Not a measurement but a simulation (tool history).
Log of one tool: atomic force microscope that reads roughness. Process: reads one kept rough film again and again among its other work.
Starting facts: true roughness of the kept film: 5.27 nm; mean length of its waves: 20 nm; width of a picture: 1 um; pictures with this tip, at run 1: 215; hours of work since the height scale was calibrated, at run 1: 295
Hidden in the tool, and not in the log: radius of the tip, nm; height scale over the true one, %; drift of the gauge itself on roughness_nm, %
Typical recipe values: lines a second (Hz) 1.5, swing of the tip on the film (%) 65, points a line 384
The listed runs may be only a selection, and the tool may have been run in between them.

run   hour  lines a second (Hz)  swing of the tip on the film (%)  points a line  pictures with this tip  hours of work since the height scale was calibrated  roughness of the kept film (nm (root mean square))
  1      0                  1.5                                65            384                     215                                                  295                                               2.444
  2    9.5                  1.5                                65            466                     236                                                  302                                               2.377
      16.4  -- new tip fitted
  3   17.8                  1.5                                65            466                       3                                                  308                                                3.84
  4   27.1                  1.5                                65            466                      24                                                  315                                               3.614
  5   37.6                  1.5                                65            466                      47                                                  322                                               3.444
  6   42.9                 3.68                                65            466                      59                                                  326                                               3.118
  7   47.8                 3.68                                65            466                      69                                                  330                                                3.07
  8   56.6                 3.68                                65            466                      89                                                  336                                               2.957
  9   62.9                  1.5                                65            384                     103                                                  341                                                3.04
 10   74.5                  1.5                                65            377                     128                                                  349                                               2.911
 11   83.6                  1.5                                65            377                     148                                                  356                                               2.793
 12   90.1                  1.5                                77            377                     163                                                  360                                               2.606
 13  102.1                 1.02                                77            377                     189                                                  369                                               2.592
 14  113.8                 1.02                                77            377                     215                                                  378                                               2.483
 15  121.7                 1.02                                77            377                     233                                                  383                                               2.409
       130  -- new tip fitted
 16  133.2                 1.33                                72            721                       7                                                  391                                               3.822
 17  144.5                 0.89                                58            473                      32                                                  400                                               3.738
     146.2  -- height scale calibrated on a step standard
 18    156                 0.76                                55            343                      55                                                    7                                               3.564
 19  163.1                 0.76                                55            343                      71                                                   12                                               3.456
 20    168                 0.54                                55            593                      81                                                   16                                               3.455
     173.7  -- height scale calibrated on a step standard, once more
 21    180                 1.46                                55            593                     106                                                    5                                               3.189
 22  188.6                 0.52                                81            279                     125                                                   11                                                2.93
 23  198.4                 0.52                                58            716                     146                                                   18                                               3.016
 24  206.6                 0.58                                65            677                     164                                                   24                                               2.892
 25  211.6                 0.58                                65            615                     175                                                   28                                               2.833

Run by run, hidden condition taken away, random variation retained:
run  roughness of the kept film (nm (root mean square))
  1                                               3.915
  2                                               3.923
  3                                               3.938
  4                                               3.915
  5                                               3.933
  6                                               3.658
  7                                               3.675
  8                                               3.682
  9                                               3.889
 10                                               3.901
 11                                               3.884
 12                                               3.717
 13                                               3.845
 14                                               3.842
 15                                               3.839
 16                                               3.904
 17                                               4.041
 18                                               4.052
 19                                               4.054
 20                                               4.136
 21                                               4.052
 22                                               3.868
 23                                               4.122
 24                                               4.068
 25                                               4.056

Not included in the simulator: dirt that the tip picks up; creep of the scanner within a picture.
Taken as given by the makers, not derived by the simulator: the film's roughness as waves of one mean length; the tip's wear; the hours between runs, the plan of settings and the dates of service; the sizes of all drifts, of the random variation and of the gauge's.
